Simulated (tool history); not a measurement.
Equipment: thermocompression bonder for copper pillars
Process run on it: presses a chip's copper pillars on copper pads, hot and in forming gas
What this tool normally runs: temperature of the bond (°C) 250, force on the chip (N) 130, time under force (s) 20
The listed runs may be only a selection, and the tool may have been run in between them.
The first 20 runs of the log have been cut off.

run	hour	temperature of the bond (°C)	force on the chip (N)	time under force (s)	hours of work since the heater was calibrated	hours of work since the force cell was calibrated	hours of work since the gas filter was changed	force that shears a chip off (N)
21	344.9	254	94	54	17	820	60	114.0
22	354.0	254	94	54	23	826	66	114.2
23	363.1	254	94	54	30	833	73	114.2
24	378.4	249	102	19	40	843	83	88.6
25	391.4	249	102	19	49	853	93	88.3
26	403.7	221	95	20	58	861	101	60.3
27	423.1	236	130	20	72	875	115	91.5
28	435.2	250	130	45	80	883	123	121.4
29	446.6	233	130	12	88	891	131	75.4
30	459.4	280	110	11	97	900	140	105.5
31	476.8	224	130	17	110	913	153	75.9
32	497.1	248	130	21	124	927	167	103.9
33	510.2	233	184	20	133	936	176	108.1
34	524.5	233	129	27	143	946	186	96.0
35	536.3	233	129	27	151	954	194	95.5
36	552.8	233	129	27	163	966	206	95.4
37	567.5	266	186	13	173	976	216	122.1
38	586.2	266	186	13	186	990	230	122.8

What if the next run were any one of these 4? Each begins from the tool's condition after run 38:
A	598.7	250	166	27	195	998	238	?
B	598.7	267	112	16	195	998	238	?
C	598.7	250	99	22	195	998	238	?
D	598.7	229	83	12	195	998	238	?

run	force that shears a chip off (N)
A	121.1
B	104.7
C	91.0
D	50.0
Take away the tool's hidden state, keep each run's random variation, and the runs would have read:
run	force that shears a chip off (N)
A	124.2
B	106.5
C	91.9
D	49.7
